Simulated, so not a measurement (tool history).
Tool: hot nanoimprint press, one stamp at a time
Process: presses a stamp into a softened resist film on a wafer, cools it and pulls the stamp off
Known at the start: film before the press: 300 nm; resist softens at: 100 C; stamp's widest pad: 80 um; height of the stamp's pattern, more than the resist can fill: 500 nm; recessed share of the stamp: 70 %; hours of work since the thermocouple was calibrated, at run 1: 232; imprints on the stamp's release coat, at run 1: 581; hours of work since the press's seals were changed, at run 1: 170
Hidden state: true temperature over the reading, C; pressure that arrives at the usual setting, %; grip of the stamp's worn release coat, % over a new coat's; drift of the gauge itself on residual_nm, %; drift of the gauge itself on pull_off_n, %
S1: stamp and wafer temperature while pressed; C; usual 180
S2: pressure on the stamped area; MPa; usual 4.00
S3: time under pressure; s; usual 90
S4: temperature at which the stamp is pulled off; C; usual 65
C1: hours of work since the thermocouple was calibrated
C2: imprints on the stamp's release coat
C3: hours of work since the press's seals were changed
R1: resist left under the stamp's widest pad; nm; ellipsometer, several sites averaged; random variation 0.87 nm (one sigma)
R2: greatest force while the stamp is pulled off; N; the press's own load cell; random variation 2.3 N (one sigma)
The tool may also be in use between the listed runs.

run,hour,S1,S2,S3,S4,C1,C2,C3,R1,R2
1,0.0,180,4.00,90,65,232,581,170,124.9,118
2,19.4,180,4.00,90,65,240,647,178,126.0,118
3,37.0,168,4.00,90,65,248,707,186,214.2,119
4,50.8,168,4.00,90,65,254,753,192,215.9,117
5,63.1,180,4.00,90,65,260,795,198,125.7,118
6,88.7,180,4.00,90,65,271,882,209,124.9,121
7,100.5,180,4.00,90,65,276,922,214,124.1,121
8,113.3,180,4.00,90,65,282,966,220,127.8,120
# hour 126.1: stamp cleaned and given a new release coat
9,135.5,180,4.00,90,65,289,31,227,126.8,105
10,153.7,180,4.06,90,65,297,93,236,126.9,106
11,167.7,180,4.00,90,65,304,141,242,126.5,109
12,187.1,180,4.00,139,65,312,207,250,106.7,109
13,209.1,180,3.04,90,65,322,281,260,142.7,108
14,221.6,180,3.04,90,65,328,324,266,143.3,108
# hour 226.7: plate thermocouple calibrated
15,246.4,180,3.04,90,65,9,398,276,148.8,115
16,265.4,180,3.04,90,65,17,462,284,147.2,113
17,287.6,180,3.23,172,59,27,537,294,112.0,129
18,303.7,169,3.23,172,59,34,592,301,195.4,125
19,314.2,169,3.23,172,59,39,628,306,193.2,130
20,332.3,169,3.23,172,59,47,689,314,192.5,131
21,357.9,190,4.99,90,52,59,776,325,72.0,141
# hour 371.1: plate thermocouple calibrated, once more
22,374.2,170,3.56,100,54,1,821,331,196.8,139
23,390.5,170,3.56,100,54,9,877,339,193.8,137
24,410.9,170,3.56,100,54,18,946,348,194.9,138
# hour 428.4: stamp cleaned and given a new release coat
25,431.3,180,4.00,97,65,24,10,354,117.7,102
26,442.5,180,4.00,97,65,29,48,359,118.0,108
27,465.2,180,4.00,97,65,39,125,369,118.6,104
28,488.6,180,4.00,97,65,50,204,380,119.2,111
29,501.1,182,2.58,82,52,55,247,385,139.4,131

Hidden state at the last listed run before each entry between runs and at the first one after, where it differs:
Between runs 8 and 9: stamp cleaned and given a new release coat (hour 126.1)
  true temperature over the reading, C: -1.07 -> -1.1; pressure that arrives at the usual setting, %: 98.98 -> 98.95; grip of the stamp's worn release coat, % over a new coat's: 12.8 -> 0.4
  measured less the result without the state, R1: +7.2 -> +7.4 nm; R2: +15 -> +3 N
Between runs 14 and 15: plate thermocouple calibrated (hour 226.7)
  true temperature over the reading, C: -1.25 -> -1.86; pressure that arrives at the usual setting, %: 98.8 -> 98.76; grip of the stamp's worn release coat, % over a new coat's: 4.3 -> 5.3
  measured less the result without the state, R1: +8.8 -> +13.1 nm; R2: +6 -> +9 N
Between runs 21 and 22: plate thermocouple calibrated, once more (hour 371.1)
  true temperature over the reading, C: -2.06 -> -0.2; pressure that arrives at the usual setting, %: 98.57 -> 98.54; grip of the stamp's worn release coat, % over a new coat's: 10.3 -> 10.9
  measured less the result without the state, R1: +7.6 -> +2.3 nm; R2: +16 -> +13 N
Between runs 24 and 25: stamp cleaned and given a new release coat (hour 428.4)
  true temperature over the reading, C: -0.26 -> -0.29; pressure that arrives at the usual setting, %: 98.48 -> 98.45; grip of the stamp's worn release coat, % over a new coat's: 12.5 -> 0.1
  measured less the result without the state, R1: +2.9 -> +2.5 nm; R2: +16 -> +0 N

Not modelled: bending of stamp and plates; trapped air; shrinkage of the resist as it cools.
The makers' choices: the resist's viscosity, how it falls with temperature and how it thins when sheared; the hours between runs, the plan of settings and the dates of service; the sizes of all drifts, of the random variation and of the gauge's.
